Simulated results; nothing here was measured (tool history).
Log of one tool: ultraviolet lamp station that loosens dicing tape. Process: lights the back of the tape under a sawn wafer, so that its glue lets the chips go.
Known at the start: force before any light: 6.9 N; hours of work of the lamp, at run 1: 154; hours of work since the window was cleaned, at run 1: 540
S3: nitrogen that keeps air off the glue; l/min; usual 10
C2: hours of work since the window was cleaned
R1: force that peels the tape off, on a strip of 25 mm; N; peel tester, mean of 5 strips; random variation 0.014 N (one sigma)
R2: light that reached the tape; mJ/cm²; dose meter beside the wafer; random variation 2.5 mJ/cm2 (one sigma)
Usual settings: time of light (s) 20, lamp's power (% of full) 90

Run 1, hour 0.0: usual settings; hours of work of the lamp 154; C2 540. Result: R1 0.952 N, R2 246 mJ/cm².
Run 2, hour 10.4: usual settings; hours of work of the lamp 159; C2 545. Result: R1 0.959 N, R2 245 mJ/cm².
Run 3, hour 21.7: usual settings; hours of work of the lamp 164; C2 550. Result: R1 0.955 N, R2 247 mJ/cm².
Run 4, hour 35.3: usual settings; hours of work of the lamp 171; C2 556. Result: R1 0.975 N, R2 244 mJ/cm².
Run 5, hour 43.0: usual settings; hours of work of the lamp 174; C2 560. Result: R1 0.946 N, R2 247 mJ/cm².
Run 6, hour 53.4: usual settings; hours of work of the lamp 179; C2 564. Result: R1 0.946 N, R2 246 mJ/cm².
Run 7, hour 62.8: usual settings; hours of work of the lamp 183; C2 569. Result: R1 0.985 N, R2 247 mJ/cm².
Run 8, hour 77.3: usual settings; hours of work of the lamp 190; C2 576. Result: R1 0.965 N, R2 248 mJ/cm².
Run 9, hour 90.7: usual settings; hours of work of the lamp 196; C2 582. Result: R1 0.985 N, R2 244 mJ/cm².
Run 10, hour 100.5: usual settings; hours of work of the lamp 201; C2 586. Result: R1 0.995 N, R2 240 mJ/cm².
Run 11, hour 112.9: usual settings; hours of work of the lamp 207; C2 592. Result: R1 0.956 N, R2 244 mJ/cm².
Run 12, hour 122.2: usual settings; hours of work of the lamp 211; C2 596. Result: R1 0.990 N, R2 243 mJ/cm².
Run 13, hour 128.8: usual settings; hours of work of the lamp 214; C2 599. Result: R1 0.963 N, R2 237 mJ/cm².
Run 14, hour 137.7: usual settings; hours of work of the lamp 218; C2 604. Result: R1 1.011 N, R2 243 mJ/cm².
Run 15, hour 150.1: usual settings; hours of work of the lamp 224; C2 609. Result: R1 0.999 N, R2 239 mJ/cm².
Run 16, hour 158.3: usual settings; hours of work of the lamp 228; C2 613. Result: R1 1.019 N, R2 237 mJ/cm².
Run 17, hour 172.8: usual settings; hours of work of the lamp 234; C2 620. Result: R1 1.039 N, R2 239 mJ/cm².
Run 18, hour 186.6: usual settings; hours of work of the lamp 241; C2 626. Result: R1 1.027 N, R2 234 mJ/cm².
Run 19, hour 194.0: usual settings but S3 6 l/min; hours of work of the lamp 244; C2 630. Result: R1 1.370 N, R2 237 mJ/cm².
Run 20, hour 204.4: usual settings but S3 6 l/min; hours of work of the lamp 249; C2 634. Result: R1 1.342 N, R2 236 mJ/cm².
Run 21, hour 211.5: usual settings but S3 6 l/min; hours of work of the lamp 252; C2 638. Result: R1 1.385 N, R2 238 mJ/cm².
Run 22, hour 225.2: usual settings but S3 6 l/min; hours of work of the lamp 259; C2 644. Result: R1 1.355 N, R2 234 mJ/cm².
Run 23, hour 237.5: usual settings but time of light (s) 35, lamp's power (% of full) 63, S3 6 l/min; hours of work of the lamp 264; C2 650. Result: R1 0.992 N, R2 288 mJ/cm².
Run 24, hour 244.4: usual settings but time of light (s) 16, lamp's power (% of full) 94, S3 5 l/min; hours of work of the lamp 268; C2 653. Result: R1 1.946 N, R2 195 mJ/cm².
At hour 252.0: window cleaned of glue's vapour.
Run 25, hour 252.0: usual settings but time of light (s) 16, lamp's power (% of full) 94, S3 5 l/min; hours of work of the lamp 271; C2 0. Result: R1 2.081 N, R2 177 mJ/cm².
Run 26, hour 266.1: usual settings but time of light (s) 14, lamp's power (% of full) 61, S3 7 l/min; hours of work of the lamp 277; C2 7. Result: R1 3.331 N, R2 99 mJ/cm².
Run 27, hour 274.3: usual settings but time of light (s) 14, lamp's power (% of full) 61, S3 7 l/min; hours of work of the lamp 281; C2 10. Result: R1 3.280 N, R2 100 mJ/cm².
Run 28, hour 283.0: usual settings but time of light (s) 14, lamp's power (% of full) 61, S3 12 l/min; hours of work of the lamp 285; C2 14. Result: R1 2.884 N, R2 100 mJ/cm².
Run 29, hour 292.4: usual settings but time of light (s) 25; hours of work of the lamp 290; C2 19. Result: R1 0.854 N, R2 264 mJ/cm².
Run 30, hour 302.4: usual settings but time of light (s) 25; hours of work of the lamp 294; C2 23. Result: R1 0.880 N, R2 265 mJ/cm².
Run 31, hour 311.2: usual settings but time of light (s) 32, lamp's power (% of full) 68, S3 4 l/min; hours of work of the lamp 298; C2 27. Result: R1 1.550 N, R2 258 mJ/cm².
Run 32, hour 322.7: usual settings but time of light (s) 21, lamp's power (% of full) 66, S3 5 l/min; hours of work of the lamp 304; C2 33. Result: R1 2.440 N, R2 159 mJ/cm².
Run 33, hour 328.7: usual settings but time of light (s) 21, lamp's power (% of full) 66, S3 5 l/min; hours of work of the lamp 306; C2 36. Result: R1 2.334 N, R2 161 mJ/cm².
At hour 331.7: window cleaned of glue's vapour, once more.
Run 34, hour 339.3: usual settings but time of light (s) 21, lamp's power (% of full) 66, S3 5 l/min; hours of work of the lamp 311; C2 4. Result: R1 1.776 N, R2 205 mJ/cm².
Run 35, hour 347.8: usual settings but time of light (s) 21, lamp's power (% of full) 66, S3 5 l/min; hours of work of the lamp 315; C2 7. Result: R1 1.900 N, R2 208 mJ/cm².
Run 36, hour 362.2: usual settings but lamp's power (% of full) 71, S3 6 l/min; hours of work of the lamp 322; C2 14. Result: R1 1.582 N, R2 212 mJ/cm².
Run 37, hour 373.7: usual settings but time of light (s) 32, lamp's power (% of full) 71, S3 6 l/min; hours of work of the lamp 327; C2 19. Result: R1 0.731 N, R2 338 mJ/cm².
Run 38, hour 379.5: usual settings but time of light (s) 14, lamp's power (% of full) 74, S3 18 l/min; hours of work of the lamp 330; C2 22. Result: R1 1.529 N, R2 154 mJ/cm².
Run 39, hour 391.6: usual settings but time of light (s) 14, lamp's power (% of full) 75, S3 5 l/min; hours of work of the lamp 335; C2 28. Result: R1 2.522 N, R2 158 mJ/cm².
Run 40, hour 402.4: usual settings but lamp's power (% of full) 79; hours of work of the lamp 340; C2 33. Result: R1 1.058 N, R2 234 mJ/cm².
Run 41, hour 413.0: usual settings but time of light (s) 24; hours of work of the lamp 345; C2 38. Result: R1 0.595 N, R2 315 mJ/cm².
Run 42, hour 422.4: usual settings but time of light (s) 24; hours of work of the lamp 350; C2 42. Result: R1 0.586 N, R2 312 mJ/cm².
Run 43, hour 434.4: usual settings but time of light (s) 25, lamp's power (% of full) 66; hours of work of the lamp 355; C2 48. Result: R1 1.018 N, R2 236 mJ/cm².

The same runs without the tool's hidden state, with the same run-to-run variation:
The hidden state here: lamp's light, % of a new lamp's; light that the window lets through, % of a clean one's; drift of the gauge itself on peel_n, %; drift of the gauge itself on dose_mj_cm2, %.
run     R1   R2
  1  0.687  295
  2  0.687  294
  3  0.682  297
  4  0.692  295
  5  0.669  298
  6  0.664  298
  7  0.687  300
  8  0.668  301
  9  0.685  298
 10  0.684  295
 11  0.654  300
 12  0.676  299
 13  0.654  293
 14  0.686  301
 15  0.674  296
 16  0.684  295
 17  0.695  298
 18  0.681  295
 19  0.945  298
 20  0.923  297
 21  0.947  300
 22  0.924  297
 23  0.642  365
 24  1.408  248
 25  1.362  246
 26  2.497  139
 27  2.457  139
 28  2.047  140
 29  0.454  370
 30  0.462  371
 31  0.895  363
 32  1.609  226
 33  1.539  228
 34  1.559  227
 35  1.664  230
 36  1.365  235
 37  0.597  376
 38  1.305  172
 39  2.247  176
 40  0.869  262
 41  0.476  354
 42  0.466  351
 43  0.822  267

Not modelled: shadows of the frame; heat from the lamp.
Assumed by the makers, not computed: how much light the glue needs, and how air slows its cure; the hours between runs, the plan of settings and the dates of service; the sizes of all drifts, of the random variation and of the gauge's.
